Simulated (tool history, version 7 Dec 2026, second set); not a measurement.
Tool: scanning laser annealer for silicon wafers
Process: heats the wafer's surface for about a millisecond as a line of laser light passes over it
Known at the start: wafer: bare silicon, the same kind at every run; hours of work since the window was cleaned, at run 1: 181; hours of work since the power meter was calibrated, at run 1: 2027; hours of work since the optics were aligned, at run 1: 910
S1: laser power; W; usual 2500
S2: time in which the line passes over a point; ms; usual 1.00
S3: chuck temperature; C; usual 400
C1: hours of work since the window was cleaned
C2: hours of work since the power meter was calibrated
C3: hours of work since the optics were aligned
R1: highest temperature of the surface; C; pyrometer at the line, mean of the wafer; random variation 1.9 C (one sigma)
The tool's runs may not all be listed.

run,hour,S1,S2,S3,C1,C2,C3,R1
1,0.0,2500,1.00,400,181,2027,910,1180
2,56.6,2500,1.07,400,223,2069,951,1202
3,119.4,2500,1.07,400,269,2115,997,1200
4,157.6,2500,0.97,400,297,2143,1026,1161
5,227.6,2500,0.97,400,348,2194,1077,1158
6,302.1,2692,1.00,400,403,2249,1132,1239
7,357.0,2692,1.00,400,443,2289,1172,1240
8,414.9,2500,1.00,380,486,2332,1215,1147
9,464.8,2500,1.00,380,522,2368,1251,1141
10,526.4,2500,1.00,380,568,2414,1296,1143
11,580.9,2500,1.00,364,608,2454,1336,1127
12,628.2,2326,1.00,400,642,2488,1371,1096
13,691.7,2326,1.00,400,689,2535,1418,1092
# hour 700.5: window over the wafer cleaned
14,771.3,2326,1.00,400,52,2592,1475,1090
15,817.6,2500,1.00,383,86,2626,1509,1132
16,858.7,2500,0.82,400,116,2656,1539,1081
# hour 908.5: window over the wafer cleaned, once more
17,912.8,2500,0.89,400,3,2694,1577,1140
18,973.5,2500,0.89,400,48,2739,1622,1138
19,1038.5,2500,0.89,400,95,2787,1670,1135
20,1070.3,2500,0.89,400,119,2810,1693,1133
21,1134.7,2301,1.21,425,166,2857,1740,1191
22,1171.8,2361,0.85,425,193,2885,1768,1094
# hour 1221.9: optics aligned, line set to its width
23,1237.7,2500,1.18,438,238,2929,12,1290
24,1292.3,2500,1.06,416,278,2970,52,1223
25,1349.1,2400,0.79,389,320,3011,93,1053
26,1397.3,2722,1.00,400,355,3047,129,1266
27,1446.0,2357,1.00,410,391,3082,165,1136
28,1491.1,2615,1.11,416,424,3116,198,1282
29,1524.7,2246,0.87,372,449,3140,222,1007
30,1596.8,2246,0.91,379,502,3193,275,1030
31,1646.8,2646,0.99,408,539,3230,312,1237
32,1685.4,2646,0.99,395,567,3258,340,1218
33,1725.0,2500,1.00,422,596,3287,370,1197
34,1773.6,2500,1.00,422,632,3323,405,1195
35,1852.1,2503,0.73,397,689,3381,463,1052
36,1901.4,2503,0.73,397,726,3417,499,1054
37,1938.2,2503,0.73,397,753,3444,526,1050
# hour 1964.8: window over the wafer cleaned
38,1972.2,2532,1.00,400,5,3467,550,1207
39,2018.6,2425,0.97,439,40,3502,584,1192
40,2064.8,2500,1.10,433,74,3536,618,1261

Measured less the same run without the tool's hidden state. The same run-to-run variation is in both; the gauge's scatter may not be:
The hidden state here: light that passes the window, % of a clean one's; laser's true power over the reading, %; width of the line over the set one, %; drift of the gauge itself on peak_c, C.
run,R1
1,-5
2,-6
3,-8
4,-9
5,-11
6,-14
7,-17
8,-16
9,-18
10,-19
11,-21
12,-20
13,-22
14,-28
15,-32
16,-30
17,+2
18,+0
19,-1
20,-2
21,-4
22,-4
23,+5
24,+4
25,+2
26,+0
27,+0
28,-3
29,-2
30,-5
31,-7
32,-9
33,-9
34,-10
35,-11
36,-12
37,-13
38,+13
39,+11
40,+10
